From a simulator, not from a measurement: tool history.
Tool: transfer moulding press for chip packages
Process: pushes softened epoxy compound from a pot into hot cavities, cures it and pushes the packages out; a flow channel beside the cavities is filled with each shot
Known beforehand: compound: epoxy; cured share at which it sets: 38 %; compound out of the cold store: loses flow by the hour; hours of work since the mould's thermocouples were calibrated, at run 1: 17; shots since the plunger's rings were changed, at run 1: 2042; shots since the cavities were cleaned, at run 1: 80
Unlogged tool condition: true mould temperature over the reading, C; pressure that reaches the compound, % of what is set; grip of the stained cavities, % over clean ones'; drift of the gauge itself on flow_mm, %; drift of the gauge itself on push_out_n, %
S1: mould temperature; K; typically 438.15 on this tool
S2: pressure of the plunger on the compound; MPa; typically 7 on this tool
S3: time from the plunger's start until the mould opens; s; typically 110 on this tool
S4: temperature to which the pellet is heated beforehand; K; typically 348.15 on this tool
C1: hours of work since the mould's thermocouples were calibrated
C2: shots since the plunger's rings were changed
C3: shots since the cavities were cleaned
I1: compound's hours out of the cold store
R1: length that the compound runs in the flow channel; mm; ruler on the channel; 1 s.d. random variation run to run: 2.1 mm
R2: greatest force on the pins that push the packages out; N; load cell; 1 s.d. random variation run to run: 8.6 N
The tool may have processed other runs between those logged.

{"run": 1, "hour": 0.0, "S1": 438.15, "S2": 7, "S3": 110, "S4": 348.15, "C1": 17, "C2": 2042, "C3": 80, "I1": 32.2, "R1": 590, "R2": 430}
{"hour": 72.1, "done": "cavities cleaned with cleaning compound and waxed"}
{"run": 2, "hour": 72.1, "S1": 438.15, "S2": 7, "S3": 110, "S4": 348.15, "C1": 63, "C2": 2787, "C3": 0, "I1": 32, "R1": 589, "R2": 389}
{"run": 3, "hour": 140.5, "S1": 438.15, "S2": 7, "S3": 110, "S4": 348.15, "C1": 108, "C2": 3507, "C3": 720, "I1": 41.6, "R1": 553, "R2": 650}
{"hour": 155.4, "done": "cavities cleaned with cleaning compound and waxed"}
{"run": 4, "hour": 182.1, "S1": 431.15, "S2": 7, "S3": 110, "S4": 348.15, "C1": 134, "C2": 3930, "C3": 281, "I1": 22.9, "R1": 620, "R2": 657}
{"hour": 236.0, "done": "plunger's sealing rings changed"}
{"hour": 237.5, "done": "cavities cleaned with cleaning compound and waxed"}
{"run": 5, "hour": 248.6, "S1": 431.15, "S2": 7, "S3": 110, "S4": 348.15, "C1": 175, "C2": 117, "C3": 117, "I1": 21.6, "R1": 659, "R2": 569}
{"hour": 318.6, "done": "cavities cleaned with cleaning compound and waxed"}
{"run": 6, "hour": 341.9, "S1": 431.15, "S2": 7, "S3": 110, "S4": 348.15, "C1": 235, "C2": 1084, "C3": 245, "I1": 30.5, "R1": 618, "R2": 613}
{"hour": 397.5, "done": "cavities cleaned with cleaning compound and waxed"}
{"run": 7, "hour": 428.7, "S1": 431.15, "S2": 7, "S3": 110, "S4": 348.15, "C1": 291, "C2": 1985, "C3": 330, "I1": 26.8, "R1": 626, "R2": 636}
{"hour": 474.9, "done": "cavities cleaned with cleaning compound and waxed"}
{"run": 8, "hour": 509.8, "S1": 431.15, "S2": 7, "S3": 110, "S4": 348.15, "C1": 343, "C2": 2824, "C3": 369, "I1": 14.9, "R1": 652, "R2": 692}
{"hour": 551.6, "done": "cavities cleaned with cleaning compound and waxed"}
{"run": 9, "hour": 602.9, "S1": 431.15, "S2": 7, "S3": 110, "S4": 348.15, "C1": 403, "C2": 3789, "C3": 541, "I1": 12, "R1": 653, "R2": 764}
{"hour": 632.0, "done": "cavities cleaned with cleaning compound and waxed"}
{"hour": 658.8, "done": "mould's thermocouples calibrated"}
{"hour": 679.1, "done": "plunger's sealing rings changed"}
{"run": 10, "hour": 692.0, "S1": 431.15, "S2": 7, "S3": 110, "S4": 348.15, "C1": 20, "C2": 136, "C3": 586, "I1": 45, "R1": 588, "R2": 749}
{"hour": 716.4, "done": "cavities cleaned with cleaning compound and waxed"}
{"run": 11, "hour": 788.5, "S1": 431.15, "S2": 7, "S3": 110, "S4": 348.15, "C1": 82, "C2": 1137, "C3": 760, "I1": 28.1, "R1": 629, "R2": 880}
{"hour": 798.7, "done": "cavities cleaned with cleaning compound and waxed"}
{"run": 12, "hour": 866.6, "S1": 446.15, "S2": 7, "S3": 110, "S4": 348.15, "C1": 132, "C2": 1945, "C3": 716, "I1": 31.9, "R1": 582, "R2": 623}
{"hour": 876.2, "done": "cavities cleaned with cleaning compound and waxed"}
{"run": 13, "hour": 950.0, "S1": 438.15, "S2": 7, "S3": 112, "S4": 348.15, "C1": 186, "C2": 2809, "C3": 778, "I1": 18.5, "R1": 629, "R2": 657}
{"hour": 958.0, "done": "cavities cleaned with cleaning compound and waxed"}
{"run": 14, "hour": 1003.1, "S1": 438.15, "S2": 7, "S3": 110, "S4": 339.15, "C1": 220, "C2": 3353, "C3": 476, "I1": 13.7, "R1": 638, "R2": 591}
{"hour": 1035.4, "done": "cavities cleaned with cleaning compound and waxed"}
{"run": 15, "hour": 1072.6, "S1": 438.15, "S2": 7, "S3": 110, "S4": 339.15, "C1": 264, "C2": 4069, "C3": 391, "I1": 23.1, "R1": 600, "R2": 585}
{"hour": 1112.9, "done": "plunger's sealing rings changed"}
{"hour": 1114.4, "done": "cavities cleaned with cleaning compound and waxed"}
{"run": 16, "hour": 1171.3, "S1": 438.15, "S2": 7, "S3": 110, "S4": 339.15, "C1": 326, "C2": 599, "C3": 599, "I1": 41.4, "R1": 578, "R2": 630}
{"hour": 1195.4, "done": "cavities cleaned with cleaning compound and waxed"}
{"run": 17, "hour": 1268.5, "S1": 435.15, "S2": 7, "S3": 135, "S4": 339.15, "C1": 389, "C2": 1609, "C3": 771, "I1": 8.3, "R1": 680, "R2": 632}
{"hour": 1277.4, "done": "cavities cleaned with cleaning compound and waxed"}
{"run": 18, "hour": 1336.5, "S1": 438.15, "S2": 5.68, "S3": 110, "S4": 346.15, "C1": 432, "C2": 2309, "C3": 622, "I1": 40.3, "R1": 510, "R2": 595}
{"hour": 1346.0, "done": "mould's thermocouples calibrated"}
{"hour": 1363.1, "done": "cavities cleaned with cleaning compound and waxed"}
{"run": 19, "hour": 1381.1, "S1": 435.15, "S2": 7.52, "S3": 110, "S4": 357.15, "C1": 22, "C2": 2742, "C3": 189, "I1": 34.9, "R1": 605, "R2": 484}
{"hour": 1442.8, "done": "cavities cleaned with cleaning compound and waxed"}
{"run": 20, "hour": 1462.4, "S1": 435.15, "S2": 7.52, "S3": 109, "S4": 357.15, "C1": 74, "C2": 3584, "C3": 206, "I1": 9.1, "R1": 679, "R2": 546}
{"hour": 1520.7, "done": "cavities cleaned with cleaning compound and waxed"}
{"hour": 1550.1, "done": "plunger's sealing rings changed"}
{"run": 21, "hour": 1558.9, "S1": 435.15, "S2": 7.52, "S3": 109, "S4": 357.15, "C1": 135, "C2": 92, "C3": 376, "I1": 46.6, "R1": 594, "R2": 577}
{"hour": 1603.0, "done": "cavities cleaned with cleaning compound and waxed"}
{"run": 22, "hour": 1649.4, "S1": 435.15, "S2": 7.52, "S3": 109, "S4": 357.15, "C1": 193, "C2": 1031, "C3": 490, "I1": 12.4, "R1": 691, "R2": 632}
{"hour": 1682.3, "done": "cavities cleaned with cleaning compound and waxed"}
{"run": 23, "hour": 1716.6, "S1": 435.15, "S2": 8, "S3": 109, "S4": 338.15, "C1": 236, "C2": 1723, "C3": 361, "I1": 18.3, "R1": 685, "R2": 605}
{"hour": 1760.1, "done": "cavities cleaned with cleaning compound and waxed"}
{"run": 24, "hour": 1774.4, "S1": 435.15, "S2": 7.74, "S3": 96, "S4": 338.15, "C1": 273, "C2": 2317, "C3": 151, "I1": 14.8, "R1": 679, "R2": 589}
{"run": 25, "hour": 1818.5, "S1": 435.15, "S2": 5.65, "S3": 96, "S4": 338.15, "C1": 302, "C2": 2782, "C3": 616, "I1": 41.9, "R1": 511, "R2": 750}
{"hour": 1838.8, "done": "cavities cleaned with cleaning compound and waxed"}
{"run": 26, "hour": 1885.4, "S1": 440.15, "S2": 6.9, "S3": 96, "S4": 342.15, "C1": 345, "C2": 3471, "C3": 491, "I1": 29.9, "R1": 581, "R2": 595}

Branching from run 26: 4 alternative next runs. What would each branch give?
{"hour": 1918.8, "done": "cavities cleaned with cleaning compound and waxed"}
{"run": "A", "hour": 1943.4, "S1": 438.15, "S2": 7, "S3": 110, "S4": 347.15, "C1": 382, "C2": 4067, "C3": 259, "I1": 26.7, "R1": "?", "R2": "?"}
{"hour": 1918.8, "done": "cavities cleaned with cleaning compound and waxed"}
{"run": "B", "hour": 1943.4, "S1": 440.15, "S2": 6.9, "S3": 134, "S4": 342.15, "C1": 382, "C2": 4067, "C3": 259, "I1": 18.1, "R1": "?", "R2": "?"}
{"hour": 1918.8, "done": "cavities cleaned with cleaning compound and waxed"}
{"run": "C", "hour": 1943.4, "S1": 440.15, "S2": 6.9, "S3": 145, "S4": 354.15, "C1": 382, "C2": 4067, "C3": 259, "I1": 27.1, "R1": "?", "R2": "?"}
{"hour": 1918.8, "done": "cavities cleaned with cleaning compound and waxed"}
{"run": "D", "hour": 1943.4, "S1": 433.15, "S2": 8.42, "S3": 121, "S4": 342.15, "C1": 382, "C2": 4067, "C3": 259, "I1": 22.4, "R1": "?", "R2": "?"}

run=A R1=590 R2=513
run=B R1=606 R2=481
run=C R1=582 R2=471
run=D R1=670 R2=521
With no hidden state in the tool, these same runs would have given:
run=A R1=628 R2=385
run=B R1=645 R2=355
run=C R1=620 R2=347
run=D R1=714 R2=396

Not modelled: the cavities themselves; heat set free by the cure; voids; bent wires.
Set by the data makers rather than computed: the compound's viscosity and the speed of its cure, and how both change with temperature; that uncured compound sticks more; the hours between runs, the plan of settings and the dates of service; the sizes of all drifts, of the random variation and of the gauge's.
